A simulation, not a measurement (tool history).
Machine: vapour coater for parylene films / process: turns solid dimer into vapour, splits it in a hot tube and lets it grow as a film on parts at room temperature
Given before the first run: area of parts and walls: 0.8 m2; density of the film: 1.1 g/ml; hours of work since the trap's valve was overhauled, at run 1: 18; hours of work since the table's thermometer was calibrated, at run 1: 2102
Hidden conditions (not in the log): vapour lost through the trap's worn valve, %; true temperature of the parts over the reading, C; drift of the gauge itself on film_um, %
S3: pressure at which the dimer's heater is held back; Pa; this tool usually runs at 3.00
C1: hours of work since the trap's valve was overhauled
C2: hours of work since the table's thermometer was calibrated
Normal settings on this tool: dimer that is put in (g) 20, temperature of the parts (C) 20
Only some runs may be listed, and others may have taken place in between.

Run 1, hour 0.0: usual settings; C1 18; C2 2102. Result: thickness of the film (nm) 18610.
Run 2, hour 73.2: usual settings but dimer that is put in (g) 27; C1 83; C2 2166. Result: thickness of the film (nm) 24370.
At hour 129.9: table's thermometer calibrated.
Run 3, hour 160.6: usual settings but dimer that is put in (g) 27; C1 160; C2 27. Result: thickness of the film (nm) 23920.
Run 4, hour 198.1: usual settings but temperature of the parts (C) 17; C1 193; C2 60. Result: thickness of the film (nm) 19330.
Run 5, hour 283.4: usual settings but temperature of the parts (C) 17, S3 6.60 Pa; C1 268; C2 136. Result: thickness of the film (nm) 16360.
At hour 358.4: trap's valve overhauled.
Run 6, hour 361.8: usual settings but dimer that is put in (g) 12; C1 3; C2 202. Result: thickness of the film (nm) 11490.
Run 7, hour 423.4: usual settings but temperature of the parts (C) 28; C1 58; C2 256. Result: thickness of the film (nm) 15090.
Run 8, hour 508.2: usual settings but dimer that is put in (g) 8; C1 133; C2 331. Result: thickness of the film (nm) 7160.
Run 9, hour 578.3: usual settings but temperature of the parts (C) 29; C1 195; C2 394. Result: thickness of the film (nm) 13580.
Run 10, hour 627.7: usual settings but temperature of the parts (C) 29; C1 239; C2 437. Result: thickness of the film (nm) 13430.
Run 11, hour 713.3: usual settings but S3 2.75 Pa; C1 314; C2 513. Result: thickness of the film (nm) 16270.
At hour 734.4: trap's valve overhauled.
Run 12, hour 765.3: usual settings but S3 2.75 Pa; C1 27; C2 556. Result: thickness of the film (nm) 19120.
Run 13, hour 802.5: usual settings but S3 2.75 Pa; C1 60; C2 589. Result: thickness of the film (nm) 18780.
Run 14, hour 888.8: usual settings but S3 2.75 Pa; C1 137; C2 665. Result: thickness of the film (nm) 17990.
Run 15, hour 931.6: usual settings; C1 175; C2 703. Result: thickness of the film (nm) 17750.
Run 16, hour 995.1: usual settings but dimer that is put in (g) 24; C1 231; C2 759. Result: thickness of the film (nm) 20480.
Run 17, hour 1034.9: usual settings but dimer that is put in (g) 24; C1 266; C2 795. Result: thickness of the film (nm) 19830.
Run 18, hour 1085.6: usual settings but dimer that is put in (g) 24; C1 311; C2 839. Result: thickness of the film (nm) 19970.
At hour 1110.8: trap's valve overhauled.
Run 19, hour 1139.8: usual settings but dimer that is put in (g) 24; C1 26; C2 884. Result: thickness of the film (nm) 22410.
Run 20, hour 1205.6: usual settings; C1 84; C2 942. Result: thickness of the film (nm) 18130.
Run 21, hour 1257.1: usual settings; C1 130; C2 988. Result: thickness of the film (nm) 17880.
Run 22, hour 1304.9: usual settings; C1 172; C2 1030. Result: thickness of the film (nm) 17450.
Run 23, hour 1387.8: usual settings; C1 245; C2 1104. Result: thickness of the film (nm) 17010.
Run 24, hour 1472.7: usual settings but dimer that is put in (g) 35, temperature of the parts (C) 17, S3 3.67 Pa; C1 321; C2 1179. Result: thickness of the film (nm) 30020.
At hour 1489.8: trap's valve overhauled.
Run 25, hour 1536.4: usual settings but dimer that is put in (g) 35, temperature of the parts (C) 17, S3 3.67 Pa; C1 41; C2 1232. Result: thickness of the film (nm) 34190.
Run 26, hour 1577.9: usual settings but temperature of the parts (C) 16, S3 2.28 Pa; C1 78; C2 1268. Result: thickness of the film (nm) 21070.
Run 27, hour 1633.3: usual settings but temperature of the parts (C) 18, S3 3.36 Pa; C1 127; C2 1317. Result: thickness of the film (nm) 18280.
Run 28, hour 1689.0: usual settings but dimer that is put in (g) 29, temperature of the parts (C) 18, S3 11.21 Pa; C1 176; C2 1367. Result: thickness of the film (nm) 21600.
Run 29, hour 1729.9: usual settings but dimer that is put in (g) 21, temperature of the parts (C) 18, S3 3.86 Pa; C1 213; C2 1403. Result: thickness of the film (nm) 17900.
Run 30, hour 1817.8: usual settings but dimer that is put in (g) 21, temperature of the parts (C) 18, S3 3.86 Pa; C1 290; C2 1481. Result: thickness of the film (nm) 17360.
At hour 1864.6: trap's valve overhauled.
Run 31, hour 1883.3: usual settings but dimer that is put in (g) 21, temperature of the parts (C) 18, S3 3.86 Pa; C1 17; C2 1535. Result: thickness of the film (nm) 20040.
Run 32, hour 1924.2: usual settings but dimer that is put in (g) 21, S3 4.81 Pa; C1 53; C2 1572. Result: thickness of the film (nm) 17860.
Run 33, hour 1975.4: usual settings but dimer that is put in (g) 21, S3 4.81 Pa; C1 98; C2 1617. Result: thickness of the film (nm) 17770.
Run 34, hour 2042.1: usual settings but dimer that is put in (g) 17, temperature of the parts (C) 21, S3 3.75 Pa; C1 157; C2 1676. Result: thickness of the film (nm) 13980.
Run 35, hour 2099.1: usual settings but temperature of the parts (C) 19, S3 4.25 Pa; C1 208; C2 1727. Result: thickness of the film (nm) 16810.
Run 36, hour 2154.9: usual settings but temperature of the parts (C) 19, S3 4.25 Pa; C1 257; C2 1776. Result: thickness of the film (nm) 16230.
Run 37, hour 2201.5: usual settings but temperature of the parts (C) 19, S3 4.25 Pa; C1 298; C2 1817. Result: thickness of the film (nm) 15800.
At hour 2238.9: trap's valve overhauled.
Run 38, hour 2270.3: usual settings but dimer that is put in (g) 10, temperature of the parts (C) 18, S3 4.59 Pa; C1 28; C2 1875. Result: thickness of the film (nm) 9110.
Run 39, hour 2348.9: usual settings but dimer that is put in (g) 10, temperature of the parts (C) 18, S3 4.59 Pa; C1 97; C2 1944. Result: thickness of the film (nm) 8850.
Run 40, hour 2390.9: usual settings but dimer that is put in (g) 8, temperature of the parts (C) 15, S3 2.84 Pa; C1 135; C2 1981. Result: thickness of the film (nm) 8170.
Run 41, hour 2440.7: usual settings but dimer that is put in (g) 13, temperature of the parts (C) 17, S3 5.04 Pa; C1 179; C2 2026. Result: thickness of the film (nm) 11350.
Run 42, hour 2518.0: usual settings but dimer that is put in (g) 31, temperature of the parts (C) 28, S3 2.65 Pa; C1 247; C2 2094. Result: thickness of the film (nm) 21210.
Run 43, hour 2570.7: usual settings but dimer that is put in (g) 31, temperature of the parts (C) 28, S3 2.65 Pa; C1 294; C2 2141. Result: thickness of the film (nm) 20490.
At hour 2617.2: trap's valve overhauled.
Run 44, hour 2643.4: usual settings but dimer that is put in (g) 31, temperature of the parts (C) 28, S3 2.65 Pa; C1 23; C2 2202. Result: thickness of the film (nm) 23440.
At hour 2660.1: table's thermometer calibrated.
Run 45, hour 2702.7: usual settings but dimer that is put in (g) 11, S3 4.42 Pa; C1 75; C2 38. Result: thickness of the film (nm) 9560.

4 options for the next run, each taken on its own from the tool as it stands now. Forecast them:
Run A, hour 2738.4: usual settings but dimer that is put in (g) 16, temperature of the parts (C) 18, S3 5.91 Pa; C1 106; C2 69. Result: thickness of the film (nm) ?.
Run B, hour 2738.4: usual settings but dimer that is put in (g) 10, S3 2.21 Pa; C1 106; C2 69. Result: thickness of the film (nm) ?.
Run C, hour 2738.4: usual settings but dimer that is put in (g) 21, temperature of the parts (C) 23, S3 2.08 Pa; C1 106; C2 69. Result: thickness of the film (nm) ?.
Run D, hour 2738.4: usual settings but S3 11.11 Pa; C1 106; C2 69. Result: thickness of the film (nm) ?.

run  thickness of the film (nm)
  A                       13780
  B                        9520
  C                       18680
  D                       14930
Had the tool no hidden state, the same runs would have come out as:
run  thickness of the film (nm)
  A                       14590
  B                       10080
  C                       19770
  D                       15800
